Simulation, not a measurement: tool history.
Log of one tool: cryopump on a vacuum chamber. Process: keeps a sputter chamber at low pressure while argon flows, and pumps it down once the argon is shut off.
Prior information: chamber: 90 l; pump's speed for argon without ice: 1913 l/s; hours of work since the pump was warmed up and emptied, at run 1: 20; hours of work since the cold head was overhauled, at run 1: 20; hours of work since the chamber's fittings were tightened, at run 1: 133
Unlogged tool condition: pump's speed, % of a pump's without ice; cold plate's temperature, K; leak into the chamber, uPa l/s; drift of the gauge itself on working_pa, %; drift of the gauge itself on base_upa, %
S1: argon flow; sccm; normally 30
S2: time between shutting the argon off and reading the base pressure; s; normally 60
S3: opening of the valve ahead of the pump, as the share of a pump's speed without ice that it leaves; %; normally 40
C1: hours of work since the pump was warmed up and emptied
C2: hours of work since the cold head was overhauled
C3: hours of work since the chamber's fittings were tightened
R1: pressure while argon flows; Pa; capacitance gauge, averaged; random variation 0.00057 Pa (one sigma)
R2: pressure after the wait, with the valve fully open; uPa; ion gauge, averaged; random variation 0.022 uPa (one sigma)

{"run": 1, "hour": 0.0, "S1": 30, "S2": 60, "S3": 40, "C1": 20, "C2": 20, "C3": 133, "R1": 0.0667, "R2": 0.72}
{"run": 2, "hour": 34.0, "S1": 30, "S2": 60, "S3": 40, "C1": 37, "C2": 37, "C3": 150, "R1": 0.0669, "R2": 0.75}
{"run": 3, "hour": 60.0, "S1": 30, "S2": 60, "S3": 40, "C1": 50, "C2": 50, "C3": 163, "R1": 0.0672, "R2": 0.76}
{"run": 4, "hour": 84.8, "S1": 30, "S2": 60, "S3": 40, "C1": 63, "C2": 63, "C3": 176, "R1": 0.0683, "R2": 0.79}
{"run": 5, "hour": 122.8, "S1": 30, "S2": 60, "S3": 40, "C1": 83, "C2": 83, "C3": 196, "R1": 0.0674, "R2": 0.77}
{"run": 6, "hour": 141.6, "S1": 30, "S2": 60, "S3": 40, "C1": 92, "C2": 92, "C3": 205, "R1": 0.0682, "R2": 0.78}
{"run": 7, "hour": 179.1, "S1": 30, "S2": 60, "S3": 40, "C1": 111, "C2": 111, "C3": 224, "R1": 0.0686, "R2": 0.83}
{"run": 8, "hour": 211.0, "S1": 30, "S2": 60, "S3": 40, "C1": 128, "C2": 128, "C3": 241, "R1": 0.0687, "R2": 0.83}
{"run": 9, "hour": 234.4, "S1": 30, "S2": 60, "S3": 40, "C1": 140, "C2": 140, "C3": 253, "R1": 0.0701, "R2": 0.88}
{"run": 10, "hour": 267.3, "S1": 30, "S2": 60, "S3": 40, "C1": 157, "C2": 157, "C3": 270, "R1": 0.0697, "R2": 0.87}
{"run": 11, "hour": 291.4, "S1": 30, "S2": 60, "S3": 20, "C1": 169, "C2": 169, "C3": 282, "R1": 0.1351, "R2": 0.85}
{"run": 12, "hour": 326.5, "S1": 30, "S2": 60, "S3": 20, "C1": 187, "C2": 187, "C3": 300, "R1": 0.1366, "R2": 0.92}
{"run": 13, "hour": 353.3, "S1": 30, "S2": 60, "S3": 20, "C1": 201, "C2": 201, "C3": 314, "R1": 0.1371, "R2": 0.92}
{"run": 14, "hour": 377.0, "S1": 30, "S2": 60, "S3": 20, "C1": 213, "C2": 213, "C3": 326, "R1": 0.1357, "R2": 0.9}
{"run": 15, "hour": 408.2, "S1": 30, "S2": 60, "S3": 30, "C1": 229, "C2": 229, "C3": 342, "R1": 0.0939, "R2": 0.95}
{"run": 16, "hour": 425.7, "S1": 30, "S2": 60, "S3": 30, "C1": 238, "C2": 238, "C3": 351, "R1": 0.0938, "R2": 0.95}
{"run": 17, "hour": 450.4, "S1": 30, "S2": 60, "S3": 30, "C1": 250, "C2": 250, "C3": 363, "R1": 0.0941, "R2": 0.97}
{"run": 18, "hour": 471.8, "S1": 58, "S2": 67, "S3": 18, "C1": 261, "C2": 261, "C3": 374, "R1": 0.2974, "R2": 0.9}
{"run": 19, "hour": 502.2, "S1": 58, "S2": 67, "S3": 18, "C1": 277, "C2": 277, "C3": 390, "R1": 0.2972, "R2": 0.93}
{"run": 20, "hour": 526.8, "S1": 32, "S2": 291, "S3": 17, "C1": 289, "C2": 289, "C3": 402, "R1": 0.1747, "R2": 0.61}
{"run": 21, "hour": 553.1, "S1": 32, "S2": 24, "S3": 24, "C1": 303, "C2": 303, "C3": 416, "R1": 0.1263, "R2": 1.78}
{"run": 22, "hour": 580.3, "S1": 36, "S2": 60, "S3": 19, "C1": 317, "C2": 317, "C3": 430, "R1": 0.1771, "R2": 1.0}
{"run": 23, "hour": 613.8, "S1": 30, "S2": 66, "S3": 21, "C1": 334, "C2": 334, "C3": 447, "R1": 0.1357, "R2": 1.02}
{"run": 24, "hour": 635.0, "S1": 43, "S2": 133, "S3": 21, "C1": 345, "C2": 345, "C3": 458, "R1": 0.1943, "R2": 0.79}
{"run": 25, "hour": 662.6, "S1": 12, "S2": 60, "S3": 49, "C1": 359, "C2": 359, "C3": 472, "R1": 0.0251, "R2": 1.13}
{"hour": 671.3, "done": "pump warmed up, emptied and cooled again"}
{"run": 26, "hour": 709.3, "S1": 29, "S2": 179, "S3": 31, "C1": 19, "C2": 380, "C3": 493, "R1": 0.0827, "R2": 0.68}
{"run": 27, "hour": 733.2, "S1": 30, "S2": 60, "S3": 26, "C1": 32, "C2": 393, "C3": 506, "R1": 0.1024, "R2": 0.94}
{"run": 28, "hour": 767.1, "S1": 33, "S2": 77, "S3": 22, "C1": 49, "C2": 410, "C3": 523, "R1": 0.1334, "R2": 0.89}
{"run": 29, "hour": 785.3, "S1": 32, "S2": 60, "S3": 40, "C1": 58, "C2": 419, "C3": 532, "R1": 0.0724, "R2": 0.95}
{"run": 30, "hour": 818.6, "S1": 29, "S2": 30, "S3": 36, "C1": 75, "C2": 436, "C3": 549, "R1": 0.0731, "R2": 1.51}
{"run": 31, "hour": 851.2, "S1": 29, "S2": 30, "S3": 36, "C1": 92, "C2": 453, "C3": 566, "R1": 0.0728, "R2": 1.5}
{"run": 32, "hour": 891.2, "S1": 50, "S2": 72, "S3": 58, "C1": 113, "C2": 474, "C3": 587, "R1": 0.081, "R2": 0.96}
{"run": 33, "hour": 926.6, "S1": 50, "S2": 72, "S3": 58, "C1": 131, "C2": 492, "C3": 605, "R1": 0.0811, "R2": 0.97}
{"run": 34, "hour": 959.1, "S1": 50, "S2": 72, "S3": 58, "C1": 147, "C2": 508, "C3": 621, "R1": 0.0816, "R2": 1.02}

Here are 3 independent what-if runs from the current tool condition. What would each one return?
{"run": "A", "hour": 989.8, "S1": 48, "S2": 239, "S3": 24, "C1": 163, "C2": 524, "C3": 637, "R1": "?", "R2": "?"}
{"run": "B", "hour": 989.8, "S1": 53, "S2": 207, "S3": 35, "C1": 163, "C2": 524, "C3": 637, "R1": "?", "R2": "?"}
{"run": "C", "hour": 989.8, "S1": 60, "S2": 60, "S3": 59, "C1": 163, "C2": 524, "C3": 637, "R1": "?", "R2": "?"}

run=A R1=0.1825 R2=0.70
run=B R1=0.1405 R2=0.76
run=C R1=0.0972 R2=1.07
Take away the tool's hidden state, keep each run's random variation, and the runs would have read:
run=A R1=0.1761 R2=0.27
run=B R1=0.1334 R2=0.31
run=C R1=0.0891 R2=0.64
